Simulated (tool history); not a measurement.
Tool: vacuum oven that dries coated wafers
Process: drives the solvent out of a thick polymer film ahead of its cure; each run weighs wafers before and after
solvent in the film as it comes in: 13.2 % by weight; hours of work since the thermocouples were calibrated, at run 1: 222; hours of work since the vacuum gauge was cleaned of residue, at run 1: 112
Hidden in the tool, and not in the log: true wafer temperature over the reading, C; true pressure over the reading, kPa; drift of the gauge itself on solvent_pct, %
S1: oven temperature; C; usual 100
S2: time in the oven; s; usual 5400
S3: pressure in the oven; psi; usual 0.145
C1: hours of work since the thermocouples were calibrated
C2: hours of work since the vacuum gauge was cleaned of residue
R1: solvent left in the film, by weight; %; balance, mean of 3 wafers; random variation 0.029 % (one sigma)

run	hour	S1	S2	S3	C1	C2	R1
1	0	100	5400	0.145	222	112	3.32
2	19.2	100	5400	0.145	234	124	3.28
3	40.6	100	5400	0.145	247	137	3.29
4	58.1	100	5400	0.145	258	148	3.28
5	88.6	100	5400	0.145	277	167	3.27
6	116.3	107	5400	0.145	294	184	1.74
7	144.1	100	5400	0.207	311	201	3.42
8	161	100	5400	0.207	322	212	3.46
9	189	100	5400	0.207	339	229	3.45
10	212.8	100	5400	0.207	354	244	3.4
11	242.3	89	5400	0.207	373	263	6.31
12	269.5	89	5400	0.207	390	280	6.26
13	298.6	98	5400	0.145	408	298	3.77
14	314.2	98	5400	0.145	417	307	3.78
15	331.5	98	5400	0.145	428	318	3.77
16	353.6	100	5400	0.145	442	332	3.28
17	370.1	100	5400	0.145	452	342	3.24
18	398.4	100	5400	0.145	470	360	3.27
19	415.4	100	4740	0.145	480	370	3.67
20	444.5	100	4740	0.145	499	389	3.77
21	474	100	4740	0.145	517	407	3.73
22	499	100	4740	0.145	533	423	3.75
23	522.2	100	4740	0.145	547	437	3.72
24	541.1	114	3060	0.102	559	449	1.98
25	571.7	114	3060	0.102	578	468	1.99
26	597.7	114	3060	0.102	594	484	1.96
27	626.9	107	3240	0.145	612	502	3.41
28	658.3	95	6180	0.139	632	522	4.03
29	683.3	100	4020	0.537	647	537	5.18
30	710.2	102	4740	0.145	664	554	3.22
31	725.8	91	4500	0.145	674	564	6.26
# hour 729.3: oven's thermocouples calibrated
32	753.1	91	8760	0.145	15	580	3.81
33	773.8	91	8760	0.145	28	593	3.77
34	799.3	91	8760	0.145	44	608	3.76
35	817.4	93	6300	0.249	55	620	4.79
36	847.4	95	7500	0.145	74	638	3.31
# hour 868: oven's thermocouples calibrated, once more
37	881.9	95	7500	0.145	9	659	3.43
38	903.5	112	6720	0.226	22	672	0.86
39	932.3	112	6720	0.226	40	690	0.86
40	964.9	91	7620	0.1	60	710	4.32
41	980.7	107	2940	0.102	70	720	3.74
42	997	94	2940	0.173	80	730	7.05
43	1024.1	94	2940	0.173	97	747	7.05
44	1044.1	94	3420	0.145	110	760	6.5
45	1058.6	114	3000	0.434	119	769	2.69
46	1084.6	96	3000	0.197	135	785	6.55

5 ways to go on from here, each from the tool as it stands after run 46. What would each give?
A	1116.8	111	5400	0.087	155	805	?
B	1116.8	100	5400	0.106	155	805	?
C	1116.8	97	3000	0.197	155	805	?
D	1116.8	100	5400	0.341	155	805	?
E	1116.8	108	3000	0.265	155	805	?

run	R1
A	1.01
B	3.23
C	6.38
D	3.83
E	3.73
Without the tool's hidden state the same runs would have given:
run	R1
A	0.91
B	3.13
C	6.3
D	3.72
E	3.65
